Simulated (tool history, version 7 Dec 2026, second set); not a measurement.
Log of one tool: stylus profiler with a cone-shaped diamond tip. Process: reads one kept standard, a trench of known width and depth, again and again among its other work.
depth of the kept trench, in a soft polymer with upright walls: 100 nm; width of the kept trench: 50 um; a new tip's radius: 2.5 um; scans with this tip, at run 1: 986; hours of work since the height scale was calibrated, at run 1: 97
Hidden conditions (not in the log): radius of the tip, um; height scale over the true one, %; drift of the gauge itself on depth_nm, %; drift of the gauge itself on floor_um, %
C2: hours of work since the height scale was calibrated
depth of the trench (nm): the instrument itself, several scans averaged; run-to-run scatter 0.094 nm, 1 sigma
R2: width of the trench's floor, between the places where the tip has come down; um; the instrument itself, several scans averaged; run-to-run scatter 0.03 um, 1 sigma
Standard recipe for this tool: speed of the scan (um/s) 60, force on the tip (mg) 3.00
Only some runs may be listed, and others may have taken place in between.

run 1 hour=0.0 | speed_of_the_scan_(um/s)=60 force_on_the_tip_(mg)=3.00 | scans_with_this_tip=986 C2=97 | depth_of_the_trench_(nm)=101.85 R2=48.50
run 2 hour=14.6 | speed_of_the_scan_(um/s)=60 force_on_the_tip_(mg)=3.00 | scans_with_this_tip=1064 C2=105 | depth_of_the_trench_(nm)=101.74 R2=48.45
run 3 hour=24.3 | speed_of_the_scan_(um/s)=60 force_on_the_tip_(mg)=3.00 | scans_with_this_tip=1115 C2=110 | depth_of_the_trench_(nm)=101.70 R2=48.49
run 4 hour=42.6 | speed_of_the_scan_(um/s)=60 force_on_the_tip_(mg)=3.00 | scans_with_this_tip=1213 C2=120 | depth_of_the_trench_(nm)=101.88 R2=48.41
run 5 hour=57.8 | speed_of_the_scan_(um/s)=60 force_on_the_tip_(mg)=3.00 | scans_with_this_tip=1294 C2=128 | depth_of_the_trench_(nm)=101.82 R2=48.42
run 6 hour=75.6 | speed_of_the_scan_(um/s)=60 force_on_the_tip_(mg)=3.00 | scans_with_this_tip=1390 C2=137 | depth_of_the_trench_(nm)=101.66 R2=48.46
run 7 hour=95.0 | speed_of_the_scan_(um/s)=67 force_on_the_tip_(mg)=2.54 | scans_with_this_tip=1493 C2=147 | depth_of_the_trench_(nm)=101.64 R2=48.44
run 8 hour=112.8 | speed_of_the_scan_(um/s)=74 force_on_the_tip_(mg)=2.16 | scans_with_this_tip=1588 C2=157 | depth_of_the_trench_(nm)=101.55 R2=48.40
run 9 hour=131.2 | speed_of_the_scan_(um/s)=74 force_on_the_tip_(mg)=2.16 | scans_with_this_tip=1686 C2=166 | depth_of_the_trench_(nm)=101.48 R2=48.37
run 10 hour=150.6 | speed_of_the_scan_(um/s)=167 force_on_the_tip_(mg)=3.55 | scans_with_this_tip=1790 C2=177 | depth_of_the_trench_(nm)=102.04 R2=48.25
run 11 hour=165.3 | speed_of_the_scan_(um/s)=167 force_on_the_tip_(mg)=3.55 | scans_with_this_tip=1868 C2=184 | depth_of_the_trench_(nm)=101.99 R2=48.25
run 12 hour=176.4 | speed_of_the_scan_(um/s)=167 force_on_the_tip_(mg)=3.55 | scans_with_this_tip=1928 C2=190 | depth_of_the_trench_(nm)=102.03 R2=48.25

Some steps in depth of the trench (nm) between neighbouring runs. How much of each would the tool show without its hidden state too (settings, what came in, random variation), and how much is left for the hidden state, with any gauge scatter that isn't in both results?
Run 3 -> 4: nothing adjusted, nothing logged. depth of the trench (nm) +0.18: hidden state +0.01, all else +0.17.
Run 9 -> 10: speed of the scan (um/s) 74 -> 167, force on the tip (mg) 2.16 -> 3.55. depth of the trench (nm) +0.56: hidden state +0.00, all else +0.56.

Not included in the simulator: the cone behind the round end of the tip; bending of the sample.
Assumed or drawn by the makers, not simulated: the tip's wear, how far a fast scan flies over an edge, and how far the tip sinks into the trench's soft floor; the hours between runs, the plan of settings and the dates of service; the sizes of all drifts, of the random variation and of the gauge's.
